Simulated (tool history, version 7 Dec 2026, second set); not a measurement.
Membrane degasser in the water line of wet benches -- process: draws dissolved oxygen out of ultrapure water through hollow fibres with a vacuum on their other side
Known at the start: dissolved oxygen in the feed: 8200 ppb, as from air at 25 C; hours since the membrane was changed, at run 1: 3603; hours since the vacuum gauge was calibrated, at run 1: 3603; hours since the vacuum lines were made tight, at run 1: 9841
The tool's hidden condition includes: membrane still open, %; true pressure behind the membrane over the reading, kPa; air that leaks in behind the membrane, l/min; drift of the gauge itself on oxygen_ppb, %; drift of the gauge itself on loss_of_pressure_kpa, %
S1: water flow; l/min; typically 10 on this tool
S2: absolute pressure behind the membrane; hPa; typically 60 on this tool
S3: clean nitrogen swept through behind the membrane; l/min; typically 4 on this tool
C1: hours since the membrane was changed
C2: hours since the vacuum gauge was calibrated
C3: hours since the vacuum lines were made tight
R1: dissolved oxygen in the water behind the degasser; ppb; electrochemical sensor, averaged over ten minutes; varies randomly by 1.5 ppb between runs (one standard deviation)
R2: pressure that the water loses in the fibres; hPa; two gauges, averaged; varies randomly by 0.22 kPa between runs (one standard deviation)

run,hour,S1,S2,S3,C1,C2,C3,R1,R2
1,0,10,60,4,3603,3603,9841,166.3,548.3
2,86.1,6,60,4,3689,3689,9927,42.2,326.6
3,192.6,6,60,4,3796,3796,10034,43.2,329.5
4,334,6,60,1.91,3937,3937,10175,56.7,330.2
5,462.3,6,60,1.91,4066,4066,10304,56.2,330.7
6,535.3,6,60,1.91,4138,4138,10377,55.6,330.8
7,652.7,6,60,1.91,4256,4256,10494,56.3,326.6
8,740.5,6,60,1.91,4344,4344,10582,56.9,332.4
9,879.9,10,60,4,4483,4483,10721,168,552.6
10,974.5,10,60,4,4578,4578,10816,167.5,551.3
11,1047.1,10,60,4,4650,4650,10888,170.5,550.7
12,1110.2,10,60,4,4713,4713,10952,169.1,550.9
13,1176.9,10,60,4,4780,4780,11018,167.4,552.3
14,1322.8,10,93.6,4,4926,4926,11164,193.8,554.3
15,1447.7,10,93.6,4,5051,5051,11289,194.1,555.2
# hour 1548.1: vacuum gauge calibrated
16,1549,10,93.6,4,5152,1,11390,194.9,551.9
17,1639.4,10,93.6,4,5242,91,11480,194.6,554.1
18,1785,10,109.5,2.2,5388,237,11626,243.6,554.8
19,1876.9,10,109.5,2.2,5480,329,11718,245.1,555.5

For run 20, what comes out?
20,2009.1,10,109.5,2.2,5612,461,11850,?,?

For run 20 the tool returned R1 242.3 ppb, R2 554.7 hPa.
If the tool had no hidden condition, the same run with the same run-to-run variation would have returned R1 213.9 ppb, R2 534.4 hPa.

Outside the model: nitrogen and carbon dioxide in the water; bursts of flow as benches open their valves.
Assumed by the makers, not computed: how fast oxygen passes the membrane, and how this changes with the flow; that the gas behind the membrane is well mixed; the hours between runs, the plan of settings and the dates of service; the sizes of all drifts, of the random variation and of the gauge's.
